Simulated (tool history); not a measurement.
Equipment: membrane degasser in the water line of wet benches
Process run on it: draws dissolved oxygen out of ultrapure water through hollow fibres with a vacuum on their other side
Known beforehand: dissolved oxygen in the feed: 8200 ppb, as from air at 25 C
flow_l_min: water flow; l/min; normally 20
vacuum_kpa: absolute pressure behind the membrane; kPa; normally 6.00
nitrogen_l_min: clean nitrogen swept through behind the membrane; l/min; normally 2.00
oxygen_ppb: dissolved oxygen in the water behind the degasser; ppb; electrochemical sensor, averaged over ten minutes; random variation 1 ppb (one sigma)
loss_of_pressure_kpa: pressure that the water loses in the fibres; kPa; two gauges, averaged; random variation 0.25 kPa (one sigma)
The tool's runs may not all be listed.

run   hour  flow_l_min  vacuum_kpa  nitrogen_l_min  oxygen_ppb  loss_of_pressure_kpa
  1    0.0          20        6.00            2.00        98.3                 66.06
  2   45.0          20        6.00            2.00        97.9                 66.04
  3   80.5          20        6.00            2.00        98.4                 66.02
  4  100.0          15        6.00            2.00        59.4                 49.63
  5  144.1          15        6.00            2.00        60.4                 49.88
  6  172.5          15        6.00            2.00        58.6                 49.73
  7  199.8          15        6.00            4.73        32.3                 49.90
  8  245.2          20       14.95            2.00       302.2                 66.45
  9  287.0          21       14.95            4.18       179.1                 70.20
 10  321.7          21       14.95            4.18       182.2                 69.91
 11  367.1          18       14.44            4.22       137.6                 59.88
 12  410.1          15       14.44            3.68       120.5                 49.86
 13  450.2          20        6.00            3.94        68.3                 66.68

Here are 3 independent what-if runs from the current tool condition. What would each one return?
  A  483.8          20        3.67            2.00           ?                     ?
  B  483.8          21        6.00            3.94           ?                     ?
  C  483.8          20        9.62            3.94           ?                     ?

run  oxygen_ppb  loss_of_pressure_kpa
  A        45.0                 67.20
  B        76.7                 70.14
  C       112.8                 67.03
Stripped of hidden state, with their random variation kept, the same runs would have yielded:
run  oxygen_ppb  loss_of_pressure_kpa
  A        44.9                 66.35
  B        76.6                 69.25
  C       112.8                 66.18
